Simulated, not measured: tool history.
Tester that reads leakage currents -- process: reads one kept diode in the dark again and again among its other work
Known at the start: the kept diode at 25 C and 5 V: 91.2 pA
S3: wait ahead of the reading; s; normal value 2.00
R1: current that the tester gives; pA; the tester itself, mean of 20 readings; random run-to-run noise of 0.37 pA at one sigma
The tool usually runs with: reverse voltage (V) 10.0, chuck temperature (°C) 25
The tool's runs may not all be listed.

run 1 hour=0.0 | reverse_voltage_(V)=10.0 chuck_temperature_(°C)=25 S3=2.00 | R1=134.45
run 2 hour=109.5 | reverse_voltage_(V)=10.0 chuck_temperature_(°C)=25 S3=2.00 | R1=135.93
run 3 hour=284.0 | reverse_voltage_(V)=10.0 chuck_temperature_(°C)=25 S3=2.00 | R1=131.58
run 4 hour=378.0 | reverse_voltage_(V)=10.0 chuck_temperature_(°C)=25 S3=2.00 | R1=131.82
run 5 hour=579.7 | reverse_voltage_(V)=10.0 chuck_temperature_(°C)=25 S3=2.00 | R1=135.75
run 6 hour=671.9 | reverse_voltage_(V)=10.0 chuck_temperature_(°C)=25 S3=2.38 | R1=136.39
run 7 hour=798.7 | reverse_voltage_(V)=13.3 chuck_temperature_(°C)=25 S3=2.38 | R1=157.70
run 8 hour=974.3 | reverse_voltage_(V)=13.3 chuck_temperature_(°C)=25 S3=2.38 | R1=161.81
run 9 hour=1096.4 | reverse_voltage_(V)=3.8 chuck_temperature_(°C)=25 S3=2.00 | R1=94.57
run 10 hour=1293.2 | reverse_voltage_(V)=1.8 chuck_temperature_(°C)=25 S3=2.00 | R1=70.09
run 11 hour=1415.9 | reverse_voltage_(V)=1.8 chuck_temperature_(°C)=25 S3=2.00 | R1=71.54
run 12 hour=1517.6 | reverse_voltage_(V)=10.0 chuck_temperature_(°C)=25 S3=2.00 | R1=153.65
run 13 hour=1673.7 | reverse_voltage_(V)=10.0 chuck_temperature_(°C)=25 S3=1.83 | R1=157.38
run 14 hour=1825.1 | reverse_voltage_(V)=10.0 chuck_temperature_(°C)=25 S3=1.83 | R1=134.45
run 15 hour=2031.9 | reverse_voltage_(V)=10.0 chuck_temperature_(°C)=25 S3=1.83 | R1=138.38
run 16 hour=2246.4 | reverse_voltage_(V)=10.0 chuck_temperature_(°C)=26 S3=2.00 | R1=155.09
run 17 hour=2359.7 | reverse_voltage_(V)=10.0 chuck_temperature_(°C)=26 S3=2.00 | R1=156.99
run 18 hour=2529.1 | reverse_voltage_(V)=18.4 chuck_temperature_(°C)=26 S3=6.63 | R1=205.29
run 19 hour=2685.3 | reverse_voltage_(V)=18.4 chuck_temperature_(°C)=26 S3=6.63 | R1=209.54
run 20 hour=2778.4 | reverse_voltage_(V)=19.6 chuck_temperature_(°C)=32 S3=2.00 | R1=367.75
run 21 hour=2904.2 | reverse_voltage_(V)=19.6 chuck_temperature_(°C)=39 S3=2.00 | R1=676.31
run 22 hour=2995.4 | reverse_voltage_(V)=17.7 chuck_temperature_(°C)=44 S3=7.70 | R1=993.02
run 23 hour=3103.7 | reverse_voltage_(V)=17.7 chuck_temperature_(°C)=44 S3=7.70 | R1=999.52
run 24 hour=3224.6 | reverse_voltage_(V)=2.1 chuck_temperature_(°C)=29 S3=1.05 | R1=111.66
run 25 hour=3315.7 | reverse_voltage_(V)=17.3 chuck_temperature_(°C)=26 S3=3.51 | R1=222.41
run 26 hour=3470.8 | reverse_voltage_(V)=17.3 chuck_temperature_(°C)=26 S3=3.51 | R1=226.26
run 27 hour=3655.1 | reverse_voltage_(V)=17.3 chuck_temperature_(°C)=26 S3=3.51 | R1=174.81
run 28 hour=3746.4 | reverse_voltage_(V)=17.3 chuck_temperature_(°C)=26 S3=3.51 | R1=175.92
run 29 hour=3851.9 | reverse_voltage_(V)=11.3 chuck_temperature_(°C)=59 S3=2.37 | R1=2391.97
run 30 hour=4057.4 | reverse_voltage_(V)=10.0 chuck_temperature_(°C)=55 S3=2.00 | R1=1705.48
run 31 hour=4168.4 | reverse_voltage_(V)=7.8 chuck_temperature_(°C)=47 S3=2.00 | R1=818.07
run 32 hour=4310.9 | reverse_voltage_(V)=10.0 chuck_temperature_(°C)=52 S3=2.00 | R1=1389.75
run 33 hour=4518.5 | reverse_voltage_(V)=10.0 chuck_temperature_(°C)=31 S3=0.89 | R1=241.80

Put back what was entered between runs (6 entries, withheld): which listed runs does each sit between, and how does the hidden state differ from the listed run before to the listed run after?
Run 2 -> run 3: probe card cleaned and baked (hour 279.5)
  stray current of the dirty probe card, pA a volt: 0.842 -> 0.025; current scale over the true one, %: 1.37 -> 1.42; true chuck temperature over the reading, C: 0.23 -> 0.42
  difference, measured minus the result without the unlogged condition, R1: +12.69 -> +6.89 pA
Run 10 -> run 11: tester calibrated (hour 1314.2)
  stray current of the dirty probe card, pA a volt: 0.276 -> 0.307; current scale over the true one, %: 1.74 -> 2.67; true chuck temperature over the reading, C: 1.59 -> 1.72
  difference, measured minus the result without the unlogged condition, R1: +11.15 -> +12.69 pA
Run 13 -> run 14: chuck's temperature calibrated (hour 1726.0)
  stray current of the dirty probe card, pA a volt: 0.369 -> 0.406; current scale over the true one, %: 2.74 -> 2.79; true chuck temperature over the reading, C: 2.03 -> 0.33
  difference, measured minus the result without the unlogged condition, R1: +33.52 -> +11.32 pA
Run 17 -> run 18: tester calibrated, once more (hour 2405.5)
  stray current of the dirty probe card, pA a volt: 0.528 -> 0.57; current scale over the true one, %: 2.95 -> -0.05; true chuck temperature over the reading, C: 0.94 -> 1.12
  difference, measured minus the result without the unlogged condition, R1: +21.91 -> +29.32 pA
Run 26 -> run 27: chuck's temperature calibrated (hour 3491.0); probe card cleaned and baked (hour 3639.6)
  stray current of the dirty probe card, pA a volt: 0.802 -> 0.026; current scale over the true one, %: 0.24 -> 0.29; true chuck temperature over the reading, C: 2.27 -> 0.12
  difference, measured minus the result without the unlogged condition, R1: +54.36 -> +2.63 pA
